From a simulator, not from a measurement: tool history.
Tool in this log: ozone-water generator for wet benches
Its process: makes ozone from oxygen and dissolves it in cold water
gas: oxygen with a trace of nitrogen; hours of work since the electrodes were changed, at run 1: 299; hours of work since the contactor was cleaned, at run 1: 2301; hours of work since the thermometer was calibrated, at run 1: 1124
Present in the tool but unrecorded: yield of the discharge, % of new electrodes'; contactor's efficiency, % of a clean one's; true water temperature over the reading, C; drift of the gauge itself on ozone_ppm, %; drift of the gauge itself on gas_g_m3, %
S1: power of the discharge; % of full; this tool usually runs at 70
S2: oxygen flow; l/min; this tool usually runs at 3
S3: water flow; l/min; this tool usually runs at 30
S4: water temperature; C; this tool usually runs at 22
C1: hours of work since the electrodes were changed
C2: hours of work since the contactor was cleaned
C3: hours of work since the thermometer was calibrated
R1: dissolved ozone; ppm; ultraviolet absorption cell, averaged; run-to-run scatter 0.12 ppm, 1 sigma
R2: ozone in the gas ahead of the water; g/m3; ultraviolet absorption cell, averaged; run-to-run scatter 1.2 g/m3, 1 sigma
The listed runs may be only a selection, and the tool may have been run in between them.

run,hour,S1,S2,S3,S4,C1,C2,C3,R1,R2
1,0,70,3,30,22,299,2301,1124,10.1,209.8
# hour 47.3: contactor cleaned
2,91,70,3,30,22,373,37,1198,10.2,207.8
3,149.4,70,3,30,22,423,87,1247,10.2,209.4
4,241.5,70,3,23,22,501,165,1325,13.1,208.3
5,325.2,70,3,23,22,572,236,1396,13,208.6
6,427.3,70,3,30,22,659,322,1483,10.2,207.5
7,517.4,70,3,30,22,735,399,1559,10.2,207.8
8,605.9,70,3,30,22,810,474,1634,10.3,210
9,678,70,3,30,22,871,535,1696,10.2,207.4
10,753.3,70,3,30,22,935,599,1760,10.4,208.9
11,839.7,70,4.44,25,22,1009,672,1833,14.1,180.5
12,894.9,70,4.44,25,22,1055,719,1880,13.7,182.5
13,970,62,3.59,32,21,1119,783,1943,9.8,181.8
14,1027.9,70,3.93,39,25,1168,832,1993,8.7,191.6
15,1086.6,52,1.77,27,17,1218,882,2042,7.6,201.8
16,1175.3,52,1.77,27,16,1293,957,2118,7.7,200.2
17,1244.8,52,1.77,27,16,1352,1016,2177,7.5,202.6
18,1337.8,52,1.77,27,16,1431,1095,2256,7.7,201.9

4 ways to go on from here, each from the tool as it stands after run 18. What would each give?
A,1413.9,58,3,30,22,1496,1160,2320,?,?
B,1413.9,52,1.9,27,16,1496,1160,2320,?,?
C,1413.9,50,3,30,22,1496,1160,2320,?,?
D,1413.9,86,3,26,24,1496,1160,2320,?,?

run,R1,R2
A,9,182.2
B,7.8,196.8
C,8.2,167
D,13.3,234.7
With the hidden condition removed and each run's random variation left untouched, the same runs would have given:
run,R1,R2
A,9,185.2
B,7.8,200
C,8.2,169.7
D,13.4,238.6

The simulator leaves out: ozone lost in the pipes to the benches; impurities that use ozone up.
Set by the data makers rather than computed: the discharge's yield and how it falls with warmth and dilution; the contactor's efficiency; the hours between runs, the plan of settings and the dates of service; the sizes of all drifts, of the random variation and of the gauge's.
